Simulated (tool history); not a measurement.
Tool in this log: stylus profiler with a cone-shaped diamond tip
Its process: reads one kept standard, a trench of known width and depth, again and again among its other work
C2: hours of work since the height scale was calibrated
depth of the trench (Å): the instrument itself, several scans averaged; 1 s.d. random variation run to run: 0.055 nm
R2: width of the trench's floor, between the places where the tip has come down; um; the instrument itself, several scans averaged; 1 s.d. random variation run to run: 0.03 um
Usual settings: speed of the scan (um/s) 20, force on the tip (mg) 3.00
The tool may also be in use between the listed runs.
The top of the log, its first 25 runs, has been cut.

run 26 hour=1463.4 | speed_of_the_scan_(um/s)=58 force_on_the_tip_(mg)=5.70 | scans_with_this_tip=26087 C2=279 | depth_of_the_trench_(Å)=1028.6 R2=26.82
run 27 hour=1519.4 | speed_of_the_scan_(um/s)=58 force_on_the_tip_(mg)=5.70 | scans_with_this_tip=26469 C2=314 | depth_of_the_trench_(Å)=1029.1 R2=26.82
run 28 hour=1565.8 | speed_of_the_scan_(um/s)=58 force_on_the_tip_(mg)=5.70 | scans_with_this_tip=26786 C2=343 | depth_of_the_trench_(Å)=1029.1 R2=26.80
run 29 hour=1627.0 | speed_of_the_scan_(um/s)=30 force_on_the_tip_(mg)=2.99 | scans_with_this_tip=27205 C2=381 | depth_of_the_trench_(Å)=1019.3 R2=26.86
run 30 hour=1688.7 | speed_of_the_scan_(um/s)=28 force_on_the_tip_(mg)=2.91 | scans_with_this_tip=27627 C2=419 | depth_of_the_trench_(Å)=1017.9 R2=26.80
run 31 hour=1726.1 | speed_of_the_scan_(um/s)=28 force_on_the_tip_(mg)=4.77 | scans_with_this_tip=27883 C2=442 | depth_of_the_trench_(Å)=1025.5 R2=26.77
run 32 hour=1759.0 | speed_of_the_scan_(um/s)=28 force_on_the_tip_(mg)=4.77 | scans_with_this_tip=28108 C2=463 | depth_of_the_trench_(Å)=1026.1 R2=26.81
run 33 hour=1824.9 | speed_of_the_scan_(um/s)=53 force_on_the_tip_(mg)=1.14 | scans_with_this_tip=28558 C2=504 | depth_of_the_trench_(Å)=1010.6 R2=26.59
run 34 hour=1897.9 | speed_of_the_scan_(um/s)=53 force_on_the_tip_(mg)=1.14 | scans_with_this_tip=29057 C2=549 | depth_of_the_trench_(Å)=1011.6 R2=26.59
run 35 hour=1947.7 | speed_of_the_scan_(um/s)=53 force_on_the_tip_(mg)=1.14 | scans_with_this_tip=29397 C2=580 | depth_of_the_trench_(Å)=1011.0 R2=26.60
run 36 hour=1983.4 | speed_of_the_scan_(um/s)=18 force_on_the_tip_(mg)=7.07 | scans_with_this_tip=29642 C2=602 | depth_of_the_trench_(Å)=1033.3 R2=26.78
-- hour=2001.2 new tip fitted, height scale calibrated
run 37 hour=2025.7 | speed_of_the_scan_(um/s)=18 force_on_the_tip_(mg)=7.07 | scans_with_this_tip=167 C2=15 | depth_of_the_trench_(Å)=1033.3 R2=28.00
run 38 hour=2073.9 | speed_of_the_scan_(um/s)=39 force_on_the_tip_(mg)=2.66 | scans_with_this_tip=497 C2=45 | depth_of_the_trench_(Å)=1017.1 R2=27.92
run 39 hour=2128.7 | speed_of_the_scan_(um/s)=39 force_on_the_tip_(mg)=2.66 | scans_with_this_tip=872 C2=79 | depth_of_the_trench_(Å)=1016.5 R2=27.92
run 40 hour=2200.8 | speed_of_the_scan_(um/s)=39 force_on_the_tip_(mg)=2.66 | scans_with_this_tip=1365 C2=124 | depth_of_the_trench_(Å)=1017.8 R2=27.85
run 41 hour=2255.3 | speed_of_the_scan_(um/s)=39 force_on_the_tip_(mg)=2.66 | scans_with_this_tip=1737 C2=158 | depth_of_the_trench_(Å)=1017.2 R2=27.82
run 42 hour=2308.2 | speed_of_the_scan_(um/s)=45 force_on_the_tip_(mg)=6.82 | scans_with_this_tip=2099 C2=191 | depth_of_the_trench_(Å)=1032.3 R2=27.84
run 43 hour=2346.8 | speed_of_the_scan_(um/s)=9 force_on_the_tip_(mg)=3.97 | scans_with_this_tip=2363 C2=214 | depth_of_the_trench_(Å)=1021.6 R2=27.90
run 44 hour=2405.5 | speed_of_the_scan_(um/s)=9 force_on_the_tip_(mg)=3.97 | scans_with_this_tip=2764 C2=251 | depth_of_the_trench_(Å)=1023.2 R2=27.91
run 45 hour=2451.1 | speed_of_the_scan_(um/s)=9 force_on_the_tip_(mg)=3.97 | scans_with_this_tip=3076 C2=279 | depth_of_the_trench_(Å)=1022.5 R2=27.76

Forecast each of these 4 alternatives for the next run:
run A hour=2531.7 | speed_of_the_scan_(um/s)=25 force_on_the_tip_(mg)=1.01 | scans_with_this_tip=3627 C2=329 | depth_of_the_trench_(Å)=? R2=?
run B hour=2531.7 | speed_of_the_scan_(um/s)=20 force_on_the_tip_(mg)=3.30 | scans_with_this_tip=3627 C2=329 | depth_of_the_trench_(Å)=? R2=?
run C hour=2531.7 | speed_of_the_scan_(um/s)=75 force_on_the_tip_(mg)=7.41 | scans_with_this_tip=3627 C2=329 | depth_of_the_trench_(Å)=? R2=?
run D hour=2531.7 | speed_of_the_scan_(um/s)=15 force_on_the_tip_(mg)=1.29 | scans_with_this_tip=3627 C2=329 | depth_of_the_trench_(Å)=? R2=?

run=A depth_of_the_trench_(Å)=1009.0 R2=27.70
run=B depth_of_the_trench_(Å)=1020.8 R2=27.79
run=C depth_of_the_trench_(Å)=1035.3 R2=27.79
run=D depth_of_the_trench_(Å)=1011.6 R2=27.82
The same runs, with their run-to-run variation unchanged, on a tool lacking any hidden condition would have given:
run=A depth_of_the_trench_(Å)=1008.2 R2=27.86
run=B depth_of_the_trench_(Å)=1020.0 R2=27.95
run=C depth_of_the_trench_(Å)=1034.6 R2=27.96
run=D depth_of_the_trench_(Å)=1010.8 R2=27.98
